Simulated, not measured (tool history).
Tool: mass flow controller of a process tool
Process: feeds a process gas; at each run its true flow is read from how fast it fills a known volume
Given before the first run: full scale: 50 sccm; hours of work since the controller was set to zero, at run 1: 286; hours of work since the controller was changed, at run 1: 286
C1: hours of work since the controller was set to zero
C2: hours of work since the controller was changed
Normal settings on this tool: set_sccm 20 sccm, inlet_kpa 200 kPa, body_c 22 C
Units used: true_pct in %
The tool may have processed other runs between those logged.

Run 1, hour 0: usual settings; C1 286; C2 286. Result: true_pct 99.85 %.
Run 2, hour 84.8: usual settings but body_c 24 C; C1 331; C2 331. Result: true_pct 99.57 %.
Run 3, hour 173.3: usual settings but body_c 23 C; C1 379; C2 379. Result: true_pct 99.71 %.
Run 4, hour 240.2: usual settings but body_c 23 C; C1 415; C2 415. Result: true_pct 99.81 %.
Run 5, hour 344: usual settings but body_c 23 C; C1 471; C2 471. Result: true_pct 99.69 %.
Run 6, hour 398.6: usual settings; C1 500; C2 500. Result: true_pct 99.87 %.
Run 7, hour 464.6: usual settings; C1 536; C2 536. Result: true_pct 99.78 %.
Run 8, hour 514.1: usual settings; C1 562; C2 562. Result: true_pct 100 %.
Run 9, hour 605.2: usual settings; C1 611; C2 611. Result: true_pct 99.85 %.
Run 10, hour 691.1: usual settings but set_sccm 6 sccm, inlet_kpa 142 kPa; C1 658; C2 658. Result: true_pct 100.12 %.
Run 11, hour 796.5: usual settings but set_sccm 6 sccm, inlet_kpa 142 kPa; C1 715; C2 715. Result: true_pct 99.97 %.
Run 12, hour 872.5: usual settings but set_sccm 6 sccm, inlet_kpa 142 kPa; C1 755; C2 755. Result: true_pct 100.04 %.
Run 13, hour 978.1: usual settings but set_sccm 6 sccm, inlet_kpa 209 kPa; C1 812; C2 812. Result: true_pct 99.57 %.
Run 14, hour 1055.8: usual settings but set_sccm 14 sccm, body_c 31 C; C1 854; C2 854. Result: true_pct 98.92 %.
Run 15, hour 1160: usual settings but set_sccm 14 sccm, body_c 31 C; C1 910; C2 910. Result: true_pct 98.95 %.
Run 16, hour 1244.6: usual settings but set_sccm 25 sccm, body_c 27 C; C1 956; C2 956. Result: true_pct 99.44 %.

Below are 3 alternative next runs, each starting from the tool's condition after run 16. Predict each:
Run A, hour 1336.8: usual settings but set_sccm 7 sccm, inlet_kpa 164 kPa, body_c 23 C; C1 1005; C2 1005. Result: true_pct ?.
Run B, hour 1336.8: usual settings but set_sccm 18 sccm, inlet_kpa 188 kPa, body_c 28 C; C1 1005; C2 1005. Result: true_pct ?.
Run C, hour 1336.8: usual settings but set_sccm 7 sccm, inlet_kpa 162 kPa; C1 1005; C2 1005. Result: true_pct ?.

run  true_pct
  A     99.72
  B     99.34
  C     99.81
Take away the tool's hidden state, keep each run's random variation, and the runs would have read:
run  true_pct
  A     99.71
  B     99.34
  C      99.8
